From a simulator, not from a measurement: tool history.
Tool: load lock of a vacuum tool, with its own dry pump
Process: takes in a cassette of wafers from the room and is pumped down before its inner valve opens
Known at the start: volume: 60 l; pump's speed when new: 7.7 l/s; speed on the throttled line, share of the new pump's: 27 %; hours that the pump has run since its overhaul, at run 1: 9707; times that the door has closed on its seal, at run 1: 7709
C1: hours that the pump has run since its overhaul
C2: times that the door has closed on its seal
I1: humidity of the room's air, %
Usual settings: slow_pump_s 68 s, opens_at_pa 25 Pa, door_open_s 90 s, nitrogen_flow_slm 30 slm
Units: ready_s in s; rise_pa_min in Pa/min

{"run": 1, "hour": 0.0, "slow_pump_s": 68, "opens_at_pa": 25, "door_open_s": 90, "nitrogen_flow_slm": 30, "C1": 9707, "C2": 7709, "I1": 43.4, "ready_s": 120.5, "rise_pa_min": 0.062}
{"run": 2, "hour": 459.5, "slow_pump_s": 68, "opens_at_pa": 25, "door_open_s": 90, "nitrogen_flow_slm": 30, "C1": 10167, "C2": 8399, "I1": 45.2, "ready_s": 119.8, "rise_pa_min": 0.072}
{"run": 3, "hour": 944.7, "slow_pump_s": 68, "opens_at_pa": 25, "door_open_s": 90, "nitrogen_flow_slm": 30, "C1": 10652, "C2": 9127, "I1": 43.4, "ready_s": 120.3, "rise_pa_min": 0.069}
{"run": 4, "hour": 1246.6, "slow_pump_s": 68, "opens_at_pa": 25, "door_open_s": 90, "nitrogen_flow_slm": 30, "C1": 10954, "C2": 9580, "I1": 43.1, "ready_s": 119.8, "rise_pa_min": 0.074}
{"run": 5, "hour": 1486.7, "slow_pump_s": 68, "opens_at_pa": 25, "door_open_s": 90, "nitrogen_flow_slm": 30, "C1": 11194, "C2": 9940, "I1": 44.7, "ready_s": 121.0, "rise_pa_min": 0.078}
{"run": 6, "hour": 1826.7, "slow_pump_s": 68, "opens_at_pa": 25, "door_open_s": 90, "nitrogen_flow_slm": 23, "C1": 11534, "C2": 10450, "I1": 48.2, "ready_s": 120.1, "rise_pa_min": 0.093}
{"run": 7, "hour": 2216.4, "slow_pump_s": 68, "opens_at_pa": 25, "door_open_s": 90, "nitrogen_flow_slm": 23, "C1": 11924, "C2": 11035, "I1": 43.2, "ready_s": 119.7, "rise_pa_min": 0.087}
{"hour": 2323.2, "done": "dry pump taken out, an overhauled one fitted"}
{"run": 8, "hour": 2565.5, "slow_pump_s": 68, "opens_at_pa": 25, "door_open_s": 90, "nitrogen_flow_slm": 23, "C1": 242, "C2": 11550, "I1": 46.0, "ready_s": 113.8, "rise_pa_min": 0.097}
{"run": 9, "hour": 3099.9, "slow_pump_s": 68, "opens_at_pa": 47, "door_open_s": 90, "nitrogen_flow_slm": 23, "C1": 777, "C2": 12351, "I1": 42.5, "ready_s": 108.8, "rise_pa_min": 0.099}
{"run": 10, "hour": 3513.7, "slow_pump_s": 68, "opens_at_pa": 25, "door_open_s": 90, "nitrogen_flow_slm": 42, "C1": 1191, "C2": 12972, "I1": 45.4, "ready_s": 115.1, "rise_pa_min": 0.097}
{"run": 11, "hour": 3783.1, "slow_pump_s": 68, "opens_at_pa": 21, "door_open_s": 90, "nitrogen_flow_slm": 30, "C1": 1460, "C2": 13376, "I1": 46.6, "ready_s": 116.2, "rise_pa_min": 0.11}
{"run": 12, "hour": 4142.1, "slow_pump_s": 68, "opens_at_pa": 21, "door_open_s": 90, "nitrogen_flow_slm": 30, "C1": 1819, "C2": 13915, "I1": 48.1, "ready_s": 116.9, "rise_pa_min": 0.112}
{"run": 13, "hour": 4458.6, "slow_pump_s": 68, "opens_at_pa": 21, "door_open_s": 90, "nitrogen_flow_slm": 30, "C1": 2135, "C2": 14390, "I1": 46.7, "ready_s": 117.0, "rise_pa_min": 0.112}
{"run": 14, "hour": 5003.2, "slow_pump_s": 68, "opens_at_pa": 21, "door_open_s": 214, "nitrogen_flow_slm": 30, "C1": 2680, "C2": 15207, "I1": 47.1, "ready_s": 117.5, "rise_pa_min": 0.14}
{"run": 15, "hour": 5548.1, "slow_pump_s": 68, "opens_at_pa": 21, "door_open_s": 214, "nitrogen_flow_slm": 30, "C1": 3225, "C2": 16025, "I1": 46.5, "ready_s": 118.3, "rise_pa_min": 0.154}
{"run": 16, "hour": 5849.1, "slow_pump_s": 68, "opens_at_pa": 21, "door_open_s": 214, "nitrogen_flow_slm": 30, "C1": 3526, "C2": 16477, "I1": 45.4, "ready_s": 118.0, "rise_pa_min": 0.158}
{"run": 17, "hour": 6289.6, "slow_pump_s": 68, "opens_at_pa": 21, "door_open_s": 214, "nitrogen_flow_slm": 30, "C1": 3966, "C2": 17137, "I1": 45.3, "ready_s": 118.2, "rise_pa_min": 0.164}
{"run": 18, "hour": 6544.0, "slow_pump_s": 68, "opens_at_pa": 21, "door_open_s": 214, "nitrogen_flow_slm": 30, "C1": 4221, "C2": 17519, "I1": 44.2, "ready_s": 118.6, "rise_pa_min": 0.167}
{"run": 19, "hour": 6948.2, "slow_pump_s": 68, "opens_at_pa": 21, "door_open_s": 214, "nitrogen_flow_slm": 30, "C1": 4625, "C2": 18126, "I1": 45.6, "ready_s": 118.3, "rise_pa_min": 0.174}
{"run": 20, "hour": 7382.2, "slow_pump_s": 45, "opens_at_pa": 46, "door_open_s": 97, "nitrogen_flow_slm": 30, "C1": 5059, "C2": 18777, "I1": 43.6, "ready_s": 95.7, "rise_pa_min": 0.153}
{"run": 21, "hour": 7803.2, "slow_pump_s": 68, "opens_at_pa": 38, "door_open_s": 52, "nitrogen_flow_slm": 30, "C1": 5480, "C2": 19408, "I1": 44.1, "ready_s": 114.2, "rise_pa_min": 0.153}
{"run": 22, "hour": 8211.6, "slow_pump_s": 43, "opens_at_pa": 20, "door_open_s": 90, "nitrogen_flow_slm": 30, "C1": 5888, "C2": 20021, "I1": 44.6, "ready_s": 100.9, "rise_pa_min": 0.172}
{"hour": 8319.5, "done": "door's seal changed, seat wiped"}
{"run": 23, "hour": 8674.7, "slow_pump_s": 43, "opens_at_pa": 40, "door_open_s": 90, "nitrogen_flow_slm": 11, "C1": 6350, "C2": 533, "I1": 46.2, "ready_s": 95.9, "rise_pa_min": 0.061}
{"run": 24, "hour": 8959.5, "slow_pump_s": 69, "opens_at_pa": 25, "door_open_s": 90, "nitrogen_flow_slm": 5, "C1": 6635, "C2": 960, "I1": 44.0, "ready_s": 119.0, "rise_pa_min": 0.071}
{"run": 25, "hour": 9342.5, "slow_pump_s": 52, "opens_at_pa": 27, "door_open_s": 35, "nitrogen_flow_slm": 37, "C1": 7018, "C2": 1535, "I1": 44.3, "ready_s": 105.6, "rise_pa_min": 0.021}
{"run": 26, "hour": 9889.7, "slow_pump_s": 134, "opens_at_pa": 25, "door_open_s": 175, "nitrogen_flow_slm": 20, "C1": 7565, "C2": 2356, "I1": 49.5, "ready_s": 165.2, "rise_pa_min": 0.081}
{"run": 27, "hour": 10455.4, "slow_pump_s": 134, "opens_at_pa": 25, "door_open_s": 175, "nitrogen_flow_slm": 20, "C1": 8131, "C2": 3205, "I1": 43.3, "ready_s": 165.4, "rise_pa_min": 0.074}
{"run": 28, "hour": 10853.6, "slow_pump_s": 134, "opens_at_pa": 50, "door_open_s": 27, "nitrogen_flow_slm": 20, "C1": 8529, "C2": 3802, "I1": 43.2, "ready_s": 159.8, "rise_pa_min": 0.032}
{"run": 29, "hour": 11215.2, "slow_pump_s": 134, "opens_at_pa": 21, "door_open_s": 44, "nitrogen_flow_slm": 20, "C1": 8891, "C2": 4345, "I1": 42.7, "ready_s": 167.2, "rise_pa_min": 0.042}
{"run": 30, "hour": 11448.5, "slow_pump_s": 53, "opens_at_pa": 18, "door_open_s": 37, "nitrogen_flow_slm": 33, "C1": 9124, "C2": 4695, "I1": 45.7, "ready_s": 111.1, "rise_pa_min": 0.031}
{"run": 31, "hour": 11962.8, "slow_pump_s": 53, "opens_at_pa": 18, "door_open_s": 37, "nitrogen_flow_slm": 33, "C1": 9638, "C2": 5467, "I1": 47.1, "ready_s": 111.2, "rise_pa_min": 0.041}
{"run": 32, "hour": 12524.7, "slow_pump_s": 68, "opens_at_pa": 28, "door_open_s": 90, "nitrogen_flow_slm": 6, "C1": 10200, "C2": 6310, "I1": 41.3, "ready_s": 117.9, "rise_pa_min": 0.087}
{"run": 33, "hour": 12960.1, "slow_pump_s": 76, "opens_at_pa": 20, "door_open_s": 27, "nitrogen_flow_slm": 17, "C1": 10635, "C2": 6963, "I1": 48.9, "ready_s": 127.2, "rise_pa_min": 0.051}
{"run": 34, "hour": 13477.5, "slow_pump_s": 54, "opens_at_pa": 20, "door_open_s": 27, "nitrogen_flow_slm": 17, "C1": 11153, "C2": 7739, "I1": 44.2, "ready_s": 113.0, "rise_pa_min": 0.048}
{"run": 35, "hour": 13729.3, "slow_pump_s": 54, "opens_at_pa": 20, "door_open_s": 27, "nitrogen_flow_slm": 17, "C1": 11405, "C2": 8117, "I1": 41.3, "ready_s": 113.3, "rise_pa_min": 0.059}
{"run": 36, "hour": 14198.3, "slow_pump_s": 54, "opens_at_pa": 20, "door_open_s": 27, "nitrogen_flow_slm": 17, "C1": 11874, "C2": 8821, "I1": 42.5, "ready_s": 112.6, "rise_pa_min": 0.061}
{"hour": 14339.6, "done": "dry pump taken out, an overhauled one fitted"}
{"run": 37, "hour": 14727.0, "slow_pump_s": 54, "opens_at_pa": 20, "door_open_s": 27, "nitrogen_flow_slm": 17, "C1": 387, "C2": 9605, "I1": 44.7, "ready_s": 106.7, "rise_pa_min": 0.068}

Forecast each of these 3 alternatives for the next run:
{"run": "A", "hour": 15258.0, "slow_pump_s": 45, "opens_at_pa": 20, "door_open_s": 27, "nitrogen_flow_slm": 17, "C1": 918, "C2": 10402, "I1": 41.5, "ready_s": "?", "rise_pa_min": "?"}
{"run": "B", "hour": 15258.0, "slow_pump_s": 68, "opens_at_pa": 25, "door_open_s": 90, "nitrogen_flow_slm": 32, "C1": 918, "C2": 10402, "I1": 48.3, "ready_s": "?", "rise_pa_min": "?"}
{"run": "C", "hour": 15258.0, "slow_pump_s": 54, "opens_at_pa": 44, "door_open_s": 165, "nitrogen_flow_slm": 17, "C1": 918, "C2": 10402, "I1": 42.5, "ready_s": "?", "rise_pa_min": "?"}

run=A ready_s=100.5 rise_pa_min=0.073
run=B ready_s=114.5 rise_pa_min=0.089
run=C ready_s=100.0 rise_pa_min=0.106
Without the tool's hidden state the same runs would have given:
run=A ready_s=100.0 rise_pa_min=0.025
run=B ready_s=114.1 rise_pa_min=0.041
run=C ready_s=99.6 rise_pa_min=0.059

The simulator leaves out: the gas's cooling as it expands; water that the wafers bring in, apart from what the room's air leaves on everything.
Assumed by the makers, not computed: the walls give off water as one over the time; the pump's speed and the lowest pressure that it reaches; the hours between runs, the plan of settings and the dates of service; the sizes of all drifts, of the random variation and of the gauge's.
